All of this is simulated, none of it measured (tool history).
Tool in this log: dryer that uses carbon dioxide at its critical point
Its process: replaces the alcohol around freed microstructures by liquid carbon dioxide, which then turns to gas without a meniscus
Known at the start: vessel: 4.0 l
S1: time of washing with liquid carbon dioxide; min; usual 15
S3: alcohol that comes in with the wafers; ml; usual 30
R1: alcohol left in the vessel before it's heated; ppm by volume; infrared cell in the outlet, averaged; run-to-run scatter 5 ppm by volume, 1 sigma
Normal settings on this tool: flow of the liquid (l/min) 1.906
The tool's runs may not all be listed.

{"run": 1, "hour": 0.0, "S1": 15, "flow of the liquid (l/min)": 1.906, "S3": 30, "R1": 54}
{"run": 2, "hour": 16.2, "S1": 15, "flow of the liquid (l/min)": 1.906, "S3": 30, "R1": 41}
{"run": 3, "hour": 27.5, "S1": 15, "flow of the liquid (l/min)": 1.906, "S3": 30, "R1": 60}
{"run": 4, "hour": 40.6, "S1": 15, "flow of the liquid (l/min)": 1.906, "S3": 30, "R1": 61}
{"run": 5, "hour": 48.7, "S1": 15, "flow of the liquid (l/min)": 1.906, "S3": 56, "R1": 80}
{"run": 6, "hour": 60.0, "S1": 15, "flow of the liquid (l/min)": 1.906, "S3": 56, "R1": 71}
{"run": 7, "hour": 72.4, "S1": 15, "flow of the liquid (l/min)": 1.906, "S3": 56, "R1": 84}
{"hour": 76.4, "done": "inlet filter changed"}
{"run": 8, "hour": 88.6, "S1": 15, "flow of the liquid (l/min)": 3.05, "S3": 65, "R1": 40}
{"run": 9, "hour": 100.8, "S1": 15, "flow of the liquid (l/min)": 2.98, "S3": 59, "R1": 44}
{"run": 10, "hour": 116.1, "S1": 23, "flow of the liquid (l/min)": 1.19, "S3": 51, "R1": 64}
{"run": 11, "hour": 126.0, "S1": 23, "flow of the liquid (l/min)": 1.19, "S3": 51, "R1": 70}
{"run": 12, "hour": 134.6, "S1": 23, "flow of the liquid (l/min)": 1.19, "S3": 51, "R1": 69}

Each row is a separate what-if for the run after 12, all from the same tool condition, not one after another. Results?
{"run": "A", "hour": 145.8, "S1": 12, "flow of the liquid (l/min)": 1.34, "S3": 48, "R1": "?"}
{"run": "B", "hour": 145.8, "S1": 23, "flow of the liquid (l/min)": 1.19, "S3": 82, "R1": "?"}
{"run": "C", "hour": 145.8, "S1": 15, "flow of the liquid (l/min)": 1.27, "S3": 30, "R1": "?"}
{"run": "D", "hour": 145.8, "S1": 23, "flow of the liquid (l/min)": 1.19, "S3": 53, "R1": "?"}

run=A R1=356
run=B R1=78
run=C R1=149
run=D R1=72
Take away the tool's hidden state, keep each run's random variation, and the runs would have read:
run=A R1=298
run=B R1=34
run=C R1=102
run=D R1=31
